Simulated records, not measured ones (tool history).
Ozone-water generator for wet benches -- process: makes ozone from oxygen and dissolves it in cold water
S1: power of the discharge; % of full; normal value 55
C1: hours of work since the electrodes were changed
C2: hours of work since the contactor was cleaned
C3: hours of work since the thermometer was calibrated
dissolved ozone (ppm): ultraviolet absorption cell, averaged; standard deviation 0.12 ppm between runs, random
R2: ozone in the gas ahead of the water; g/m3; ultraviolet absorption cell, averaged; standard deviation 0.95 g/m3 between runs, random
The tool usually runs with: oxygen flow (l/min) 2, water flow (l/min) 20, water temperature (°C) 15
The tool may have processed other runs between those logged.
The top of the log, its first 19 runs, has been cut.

{"run": 20, "hour": 2300.7, "S1": 55, "oxygen flow (l/min)": 2, "water flow (l/min)": 20, "water temperature (°C)": 15, "C1": 4208, "C2": 431, "C3": 2446, "dissolved ozone (ppm)": 9.4, "R2": 148.9}
{"run": 21, "hour": 2448.4, "S1": 55, "oxygen flow (l/min)": 2, "water flow (l/min)": 20, "water temperature (°C)": 15, "C1": 4303, "C2": 526, "C3": 2540, "dissolved ozone (ppm)": 9.4, "R2": 147.4}
{"run": 22, "hour": 2556.4, "S1": 52, "oxygen flow (l/min)": 2.02, "water flow (l/min)": 31, "water temperature (°C)": 14, "C1": 4372, "C2": 595, "C3": 2610, "dissolved ozone (ppm)": 5.6, "R2": 142.8}
{"run": 23, "hour": 2676.6, "S1": 53, "oxygen flow (l/min)": 2.13, "water flow (l/min)": 31, "water temperature (°C)": 14, "C1": 4449, "C2": 672, "C3": 2687, "dissolved ozone (ppm)": 5.9, "R2": 140.9}
{"run": 24, "hour": 2824.2, "S1": 55, "oxygen flow (l/min)": 2, "water flow (l/min)": 24, "water temperature (°C)": 15, "C1": 4544, "C2": 767, "C3": 2781, "dissolved ozone (ppm)": 7.8, "R2": 148.1}
{"run": 25, "hour": 2945.1, "S1": 55, "oxygen flow (l/min)": 2, "water flow (l/min)": 19, "water temperature (°C)": 15, "C1": 4622, "C2": 844, "C3": 2859, "dissolved ozone (ppm)": 10, "R2": 147.7}
{"run": 26, "hour": 3025.4, "S1": 55, "oxygen flow (l/min)": 1.92, "water flow (l/min)": 26, "water temperature (°C)": 15, "C1": 4673, "C2": 895, "C3": 2910, "dissolved ozone (ppm)": 7, "R2": 151.4}
{"run": 27, "hour": 3173.1, "S1": 82, "oxygen flow (l/min)": 1.92, "water flow (l/min)": 26, "water temperature (°C)": 7, "C1": 4768, "C2": 990, "C3": 3005, "dissolved ozone (ppm)": 9.2, "R2": 196.5}
{"run": 28, "hour": 3307.8, "S1": 85, "oxygen flow (l/min)": 3.19, "water flow (l/min)": 17, "water temperature (°C)": 18, "C1": 4854, "C2": 1077, "C3": 3091, "dissolved ozone (ppm)": 17, "R2": 169.3}
{"run": 29, "hour": 3380.4, "S1": 46, "oxygen flow (l/min)": 2, "water flow (l/min)": 12, "water temperature (°C)": 11, "C1": 4901, "C2": 1123, "C3": 3138, "dissolved ozone (ppm)": 14.1, "R2": 130.5}
{"run": 30, "hour": 3503.8, "S1": 67, "oxygen flow (l/min)": 1.1, "water flow (l/min)": 19, "water temperature (°C)": 11, "C1": 4980, "C2": 1202, "C3": 3217, "dissolved ozone (ppm)": 8.4, "R2": 200.2}
{"run": 31, "hour": 3624.8, "S1": 67, "oxygen flow (l/min)": 1.1, "water flow (l/min)": 19, "water temperature (°C)": 11, "C1": 5057, "C2": 1280, "C3": 3295, "dissolved ozone (ppm)": 8.4, "R2": 200.5}
{"run": 32, "hour": 3748.4, "S1": 67, "oxygen flow (l/min)": 1.1, "water flow (l/min)": 19, "water temperature (°C)": 11, "C1": 5137, "C2": 1359, "C3": 3374, "dissolved ozone (ppm)": 8.4, "R2": 197.3}
{"run": 33, "hour": 3834.3, "S1": 67, "oxygen flow (l/min)": 1.1, "water flow (l/min)": 19, "water temperature (°C)": 11, "C1": 5192, "C2": 1414, "C3": 3429, "dissolved ozone (ppm)": 8.5, "R2": 200.1}

Alternative continuations, all from the tool just after run 33; predict every row:
{"run": "A", "hour": 3911.9, "S1": 67, "oxygen flow (l/min)": 1.1, "water flow (l/min)": 12, "water temperature (°C)": 7, "C1": 5241, "C2": 1464, "C3": 3479, "dissolved ozone (ppm)": "?", "R2": "?"}
{"run": "B", "hour": 3911.9, "S1": 66, "oxygen flow (l/min)": 2.71, "water flow (l/min)": 20, "water temperature (°C)": 15, "C1": 5241, "C2": 1464, "C3": 3479, "dissolved ozone (ppm)": "?", "R2": "?"}
{"run": "C", "hour": 3911.9, "S1": 65, "oxygen flow (l/min)": 2, "water flow (l/min)": 23, "water temperature (°C)": 15, "C1": 5241, "C2": 1464, "C3": 3479, "dissolved ozone (ppm)": "?", "R2": "?"}
{"run": "D", "hour": 3911.9, "S1": 71, "oxygen flow (l/min)": 1.1, "water flow (l/min)": 19, "water temperature (°C)": 15, "C1": 5241, "C2": 1464, "C3": 3479, "dissolved ozone (ppm)": "?", "R2": "?"}

run=A dissolved_ozone_(ppm)=13.9 R2=199
run=B dissolved_ozone_(ppm)=12 R2=148.9
run=C dissolved_ozone_(ppm)=9 R2=165.1
run=D dissolved_ozone_(ppm)=8.7 R2=206.8
With no hidden state in the tool, these same runs would have given:
run=A dissolved_ozone_(ppm)=15.8 R2=224.3
run=B dissolved_ozone_(ppm)=13.7 R2=167.8
run=C dissolved_ozone_(ppm)=10.2 R2=185.7
run=D dissolved_ozone_(ppm)=10 R2=234.4
